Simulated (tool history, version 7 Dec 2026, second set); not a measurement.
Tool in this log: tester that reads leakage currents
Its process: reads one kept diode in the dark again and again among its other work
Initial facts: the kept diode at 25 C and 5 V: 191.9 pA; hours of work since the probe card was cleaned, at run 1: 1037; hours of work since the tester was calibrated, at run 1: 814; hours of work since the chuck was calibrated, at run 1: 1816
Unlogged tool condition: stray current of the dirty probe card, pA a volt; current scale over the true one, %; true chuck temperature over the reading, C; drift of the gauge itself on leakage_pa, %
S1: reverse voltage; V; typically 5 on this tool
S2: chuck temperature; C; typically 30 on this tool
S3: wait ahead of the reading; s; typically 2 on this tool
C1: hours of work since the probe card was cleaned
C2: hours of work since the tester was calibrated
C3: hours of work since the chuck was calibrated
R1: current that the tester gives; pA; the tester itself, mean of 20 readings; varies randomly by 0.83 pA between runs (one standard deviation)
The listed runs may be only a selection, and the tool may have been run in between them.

run 1 hour=0 | S1=5 S2=30 S3=2 | C1=1037 C2=814 C3=1816 | R1=276.51
run 2 hour=45.4 | S1=5 S2=30 S3=2 | C1=1065 C2=842 C3=1844 | R1=274.88
run 3 hour=76.4 | S1=5 S2=30 S3=1.14 | C1=1084 C2=862 C3=1864 | R1=277.27
run 4 hour=107.2 | S1=5 S2=30 S3=1.14 | C1=1103 C2=881 C3=1883 | R1=277.44
run 5 hour=138.1 | S1=5 S2=20 S3=2 | C1=1123 C2=900 C3=1902 | R1=132.38
run 6 hour=166.1 | S1=5 S2=20 S3=2 | C1=1140 C2=917 C3=1920 | R1=132.57
run 7 hour=222.6 | S1=5 S2=20 S3=2 | C1=1175 C2=953 C3=1955 | R1=133.15
run 8 hour=264.2 | S1=5 S2=20 S3=2 | C1=1201 C2=979 C3=1981 | R1=132.39
-- hour=296.7 chuck's temperature calibrated
run 9 hour=330 | S1=17.09 S2=20 S3=2 | C1=1241 C2=1018 C3=21 | R1=261.25
run 10 hour=366.4 | S1=5 S2=30 S3=2 | C1=1264 C2=1041 C3=43 | R1=277.52
run 11 hour=422 | S1=5 S2=30 S3=2 | C1=1298 C2=1076 C3=78 | R1=275.8
run 12 hour=469.7 | S1=5 S2=30 S3=2 | C1=1328 C2=1105 C3=108 | R1=276.93
run 13 hour=504.4 | S1=5 S2=30 S3=2 | C1=1350 C2=1127 C3=129 | R1=275.67
run 14 hour=567.6 | S1=5 S2=30 S3=2.46 | C1=1389 C2=1166 C3=169 | R1=277.68
run 15 hour=623.3 | S1=1.32 S2=30 S3=2 | C1=1424 C2=1201 C3=204 | R1=134.11
run 16 hour=666.4 | S1=1.32 S2=30 S3=2 | C1=1451 C2=1228 C3=230 | R1=134.03
run 17 hour=712.4 | S1=1.32 S2=24 S3=2 | C1=1479 C2=1257 C3=259 | R1=86.51
run 18 hour=772.8 | S1=1.32 S2=24 S3=2 | C1=1517 C2=1294 C3=297 | R1=86.78
run 19 hour=811.4 | S1=5 S2=57 S3=2 | C1=1541 C2=1318 C3=321 | R1=1610.94
run 20 hour=840.6 | S1=5 S2=57 S3=2 | C1=1559 C2=1337 C3=339 | R1=1608.35
run 21 hour=897.5 | S1=16.47 S2=51 S3=2 | C1=1595 C2=1372 C3=375 | R1=2144.36
run 22 hour=943 | S1=16.47 S2=51 S3=2 | C1=1623 C2=1400 C3=403 | R1=2141.03
run 23 hour=990.1 | S1=16.47 S2=51 S3=2 | C1=1652 C2=1430 C3=432 | R1=2151.1
run 24 hour=1049.2 | S1=16.47 S2=51 S3=2 | C1=1689 C2=1467 C3=469 | R1=2153.23
run 25 hour=1092.6 | S1=12.62 S2=51 S3=2 | C1=1716 C2=1494 C3=496 | R1=1846.62
run 26 hour=1135.9 | S1=12.62 S2=24 S3=1.51 | C1=1743 C2=1521 C3=523 | R1=297.54
run 27 hour=1189.5 | S1=12.62 S2=24 S3=1.51 | C1=1777 C2=1554 C3=557 | R1=298.18
run 28 hour=1228.4 | S1=1.75 S2=23 S3=1.51 | C1=1801 C2=1578 C3=581 | R1=93.61
run 29 hour=1273.8 | S1=7.42 S2=20 S3=4.46 | C1=1829 C2=1607 C3=609 | R1=164.35
run 30 hour=1326.1 | S1=7.42 S2=36 S3=1.05 | C1=1862 C2=1639 C3=642 | R1=525.19
run 31 hour=1378.8 | S1=3.08 S2=30 S3=0.72 | C1=1895 C2=1672 C3=675 | R1=212.84
run 32 hour=1415.5 | S1=3.08 S2=30 S3=0.72 | C1=1918 C2=1695 C3=697 | R1=212.83
run 33 hour=1450.3 | S1=3.08 S2=30 S3=0.72 | C1=1939 C2=1717 C3=719 | R1=212.32
run 34 hour=1512.4 | S1=2.41 S2=30 S3=0.86 | C1=1978 C2=1755 C3=758 | R1=185.58
run 35 hour=1561.7 | S1=2.41 S2=30 S3=0.86 | C1=2009 C2=1786 C3=789 | R1=186.6
run 36 hour=1606.3 | S1=5 S2=20 S3=3.75 | C1=2037 C2=1814 C3=816 | R1=132.52
run 37 hour=1652.8 | S1=19.38 S2=21 S3=9.06 | C1=2066 C2=1843 C3=845 | R1=299.1
run 38 hour=1719.4 | S1=19.38 S2=56 S3=0.8 | C1=2107 C2=1884 C3=887 | R1=3187.03
run 39 hour=1761.1 | S1=17.7 S2=27 S3=0.48 | C1=2133 C2=1910 C3=913 | R1=454.65
run 40 hour=1815.7 | S1=5.69 S2=32 S3=4.42 | C1=2167 C2=1944 C3=947 | R1=339.8

Alternative continuations, all from the tool just after run 40; predict every row:
run A hour=1876.3 | S1=3.22 S2=32 S3=1.73 | C1=2205 C2=1982 C3=985 | R1=?
run B hour=1876.3 | S1=5 S2=30 S3=8.64 | C1=2205 C2=1982 C3=985 | R1=?
run C hour=1876.3 | S1=5 S2=22 S3=0.44 | C1=2205 C2=1982 C3=985 | R1=?
run D hour=1876.3 | S1=5.69 S2=57 S3=4.42 | C1=2205 C2=1982 C3=985 | R1=?

run=A R1=249.5
run=B R1=275.55
run=C R1=157.31
run=D R1=1730.14
What these runs would have given with no unlogged condition in the tool:
run=A R1=249.8
run=B R1=275.84
run=C R1=157.43
run=D R1=1732.25
